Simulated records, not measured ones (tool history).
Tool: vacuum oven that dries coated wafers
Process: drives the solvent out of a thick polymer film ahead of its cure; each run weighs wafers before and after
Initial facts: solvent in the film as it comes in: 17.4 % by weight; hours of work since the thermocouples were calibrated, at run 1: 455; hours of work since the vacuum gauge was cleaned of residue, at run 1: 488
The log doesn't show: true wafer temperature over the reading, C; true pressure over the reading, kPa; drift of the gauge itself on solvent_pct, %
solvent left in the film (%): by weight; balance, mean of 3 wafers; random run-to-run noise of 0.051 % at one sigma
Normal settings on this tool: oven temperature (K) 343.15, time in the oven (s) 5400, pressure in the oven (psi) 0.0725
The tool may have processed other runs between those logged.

| run | hour | oven temperature (K) | time in the oven (s) | pressure in the oven (psi) | hours of work since the thermocouples were calibrated | hours of work since the vacuum gauge was cleaned of residue | solvent left in the film (%) |
|---|---|---|---|---|---|---|---|
| 1 | 0 | 343.15 | 5400 | 0.0725 | 455 | 488 | 0.8 |
| 2 | 18.9 | 343.15 | 5400 | 0.0725 | 465 | 498 | 0.83 |
| 3 | 42.2 | 343.15 | 8100 | 0.0725 | 477 | 510 | 0.32 |
| 4 | 66.2 | 343.15 | 5400 | 0.1881 | 489 | 523 | 1.24 |
| 5 | 86.4 | 343.15 | 5400 | 0.1881 | 500 | 533 | 1.3 |
| 6 | 107.5 | 343.15 | 5400 | 0.1881 | 510 | 544 | 1.18 |
| 7 | 130.7 | 343.15 | 5400 | 0.1881 | 522 | 556 | 1.28 |
| 8 | 149.6 | 343.15 | 5400 | 0.0725 | 532 | 566 | 0.93 |
| 9 | 160.9 | 343.15 | 5400 | 0.0725 | 538 | 572 | 0.89 |
| 10 | 179.9 | 343.15 | 5400 | 0.0725 | 548 | 582 | 0.86 |
| 11 | 206.1 | 343.15 | 5400 | 0.0725 | 562 | 595 | 0.86 |
| 12 | 224.9 | 343.15 | 5400 | 0.0725 | 571 | 605 | 0.89 |
| 13 | 248.1 | 343.15 | 5400 | 0.0725 | 583 | 617 | 0.93 |
| 14 | 267 | 357.15 | 5400 | 0.0508 | 593 | 627 | 0.18 |
| 15 | 288.8 | 347.15 | 6840 | 0.2284 | 604 | 638 | 0.75 |
| 16 | 309.9 | 339.15 | 7740 | 0.0418 | 615 | 649 | 0.81 |
| 17 | 326.5 | 339.15 | 7740 | 0.0418 | 624 | 658 | 0.81 |
|  | 330.9 | oven's thermocouples calibrated |
| 18 | 347.9 | 336.15 | 4320 | 0.1205 | 9 | 668 | 4.2 |
| 19 | 366 | 356.15 | 5400 | 0.1569 | 18 | 677 | 0.3 |
| 20 | 382.4 | 339.15 | 5820 | 0.0437 | 27 | 686 | 1.61 |
| 21 | 398.1 | 338.15 | 5400 | 0.093 | 35 | 694 | 2.3 |
|  | 421.1 | oven's thermocouples calibrated, once more |
| 22 | 424 | 350.15 | 4200 | 0.0757 | 2 | 706 | 0.33 |
| 23 | 448 | 350.15 | 4080 | 0.0899 | 14 | 719 | 0.43 |
| 24 | 461.2 | 328.15 | 5580 | 0.2338 | 21 | 725 | 6.5 |
| 25 | 478.5 | 332.15 | 4620 | 0.0442 | 30 | 734 | 4.98 |
| 26 | 497.2 | 343.15 | 3780 | 0.1604 | 39 | 744 | 2.01 |

Selected run-to-run steps in solvent left in the film (%), each split into two signed amounts: the part the tool would show with no hidden state at all (from settings, incoming material and random variation), and the remainder, which goes to the hidden state together with any gauge scatter not common to the measured and the hidden-state-free results:
Run 18 -> 19: oven temperature (K) 336.15 -> 356.15, time in the oven (s) 4320 -> 5400, pressure in the oven (psi) 0.1205 -> 0.1569. solvent left in the film (%) -3.9: hidden state -0.58, all else -3.32.
Run 21 -> 22: oven temperature (K) 338.15 -> 350.15, time in the oven (s) 5400 -> 4200, pressure in the oven (psi) 0.093 -> 0.0757, oven's thermocouples calibrated, once more. solvent left in the film (%) -1.97: hidden state -0.46, all else -1.51.
Run 23 -> 24: oven temperature (K) 350.15 -> 328.15, time in the oven (s) 4080 -> 5580, pressure in the oven (psi) 0.0899 -> 0.2338. solvent left in the film (%) +6.07: hidden state +0.07, all else +6.

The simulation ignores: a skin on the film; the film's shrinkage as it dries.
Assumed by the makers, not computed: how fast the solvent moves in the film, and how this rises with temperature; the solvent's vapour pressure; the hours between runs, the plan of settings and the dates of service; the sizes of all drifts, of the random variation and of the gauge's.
